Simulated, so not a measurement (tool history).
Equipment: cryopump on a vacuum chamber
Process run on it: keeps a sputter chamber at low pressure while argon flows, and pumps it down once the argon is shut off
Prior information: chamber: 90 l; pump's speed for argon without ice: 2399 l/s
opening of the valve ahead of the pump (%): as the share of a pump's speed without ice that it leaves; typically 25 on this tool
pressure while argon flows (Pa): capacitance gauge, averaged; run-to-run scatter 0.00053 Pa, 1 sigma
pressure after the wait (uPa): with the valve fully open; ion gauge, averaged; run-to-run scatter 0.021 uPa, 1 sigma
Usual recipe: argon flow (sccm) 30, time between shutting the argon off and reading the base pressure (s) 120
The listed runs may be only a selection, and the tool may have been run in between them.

run	day	argon flow (sccm)	time between shutting the argon off and reading the base pressure (s)	opening of the valve ahead of the pump (%)	pressure while argon flows (Pa)	pressure after the wait (uPa)
1	0	30	120	25	0.0851	1.14
2	2.975	30	120	25	0.0862	1.24
3	4.362	30	120	25	0.086	1.18
4	6.946	30	120	25	0.0857	1.21
5	9.617	30	120	25	0.0843	1.26
6	12.312	30	120	25	0.0855	1.33
7	14.5	30	120	25	0.0855	1.38
8	16.233	30	120	25	0.0861	1.32
9	18.038	30	120	25	0.0865	1.36
10	19.433	30	120	16	0.1336	1.46
11	20.775	30	120	16	0.1339	1.46
12	23.292	30	120	25	0.0862	1.49
13	25.621	30	120	25	0.0866	1.49
14	28.662	30	120	25	0.0862	1.56
15	31.15	25	259	25	0.0723	1.52
16	33.8	25	152	26	0.0701	1.66
17	35.975	58	100	23	0.1825	1.75
18	37.796	20	100	41	0.0365	1.75
19	40.15	20	100	41	0.0368	1.79
20	42.208	13	120	18	0.0521	1.85
# day 42.825: leaking fittings of the chamber tightened, without venting
21	44.367	59	182	25	0.1727	0.31
22	46.8	59	52	25	0.1722	0.66
23	48.55	32	23	25	0.0938	1.25
24	51.329	32	175	25	0.0946	0.44

Below are 4 alternative next runs, each starting from the tool's condition after run 24. Predict each:
A	54.154	55	182	25	?	?
B	54.154	32	37	25	?	?
C	54.154	27	175	31	?	?
D	54.154	50	120	28	?	?

run	pressure while argon flows (Pa)	pressure after the wait (uPa)
A	0.162	0.45
B	0.0947	0.89
C	0.0656	0.45
D	0.1317	0.56
Stripped of hidden state, with their random variation kept, the same runs would have yielded:
run	pressure while argon flows (Pa)	pressure after the wait (uPa)
A	0.1545	0.24
B	0.0903	0.69
C	0.0619	0.25
D	0.1249	0.36
